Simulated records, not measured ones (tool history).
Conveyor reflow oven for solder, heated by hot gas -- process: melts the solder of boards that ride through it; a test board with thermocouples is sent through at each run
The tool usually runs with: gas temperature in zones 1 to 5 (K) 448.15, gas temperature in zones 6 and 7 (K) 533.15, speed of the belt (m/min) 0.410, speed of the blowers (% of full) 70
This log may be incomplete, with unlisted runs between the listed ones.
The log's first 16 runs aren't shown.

run,hour,gas temperature in zones 1 to 5 (K),gas temperature in zones 6 and 7 (K),speed of the belt (m/min),speed of the blowers (% of full),hours of work since the flux was cleaned out,hours of work since the belt drive was overhauled,hours of work since the thermocouples were changed,highest temperature of the board (K),time above the solder's melting point (s)
17,504.6,450.15,540.15,0.418,67,183,46,1090,528.65,79.8
18,531.2,452.15,533.15,0.410,76,196,59,1103,524.55,80.1
# hour 546.3: flux residue cleaned out of gas plates and filters
19,559.7,456.15,525.15,0.343,61,7,71,1115,521.25,96.4
20,593.5,433.15,531.15,0.366,61,23,88,1132,521.75,78.0
21,616.5,439.15,532.15,0.402,85,35,99,1143,524.45,76.2
# hour 627.4: belt drive overhauled, speed set with a stopwatch, once more
22,650.2,448.15,546.15,0.410,70,50,11,1158,535.15,85.6
23,680.1,448.15,523.15,0.443,65,65,26,1173,512.05,57.3
24,710.9,443.15,533.15,0.464,70,80,41,1188,519.05,59.3
25,747.0,441.15,533.15,0.346,70,98,59,1206,527.35,92.8
# hour 765.3: thermocouples of zones 6 and 7 changed
26,786.1,441.15,533.15,0.434,70,116,78,10,516.85,60.7
27,806.7,448.15,533.15,0.353,64,126,88,21,522.85,88.5
28,849.1,448.15,526.15,0.334,70,147,109,42,518.05,90.0
29,889.8,448.15,547.15,0.344,70,168,129,62,536.75,104.3
30,909.4,438.15,542.15,0.478,70,177,139,72,520.45,55.7

Forecast each of these 4 alternatives for the next run:
A,953.2,453.15,542.15,0.478,70,199,161,93,?,?
B,953.2,438.15,528.15,0.478,67,199,161,93,?,?
C,953.2,460.15,542.15,0.487,70,199,161,93,?,?
D,953.2,441.15,542.15,0.478,55,199,161,93,?,?

run,highest temperature of the board (K),time above the solder's melting point (s)
A,523.25,65.5
B,508.15,41.2
C,524.75,68.3
D,517.55,53.2
The same runs, with their run-to-run variation unchanged, on a tool lacking any hidden condition would have given:
run,highest temperature of the board (K),time above the solder's melting point (s)
A,523.85,66.1
B,508.75,42.2
C,525.35,68.8
D,518.15,53.9

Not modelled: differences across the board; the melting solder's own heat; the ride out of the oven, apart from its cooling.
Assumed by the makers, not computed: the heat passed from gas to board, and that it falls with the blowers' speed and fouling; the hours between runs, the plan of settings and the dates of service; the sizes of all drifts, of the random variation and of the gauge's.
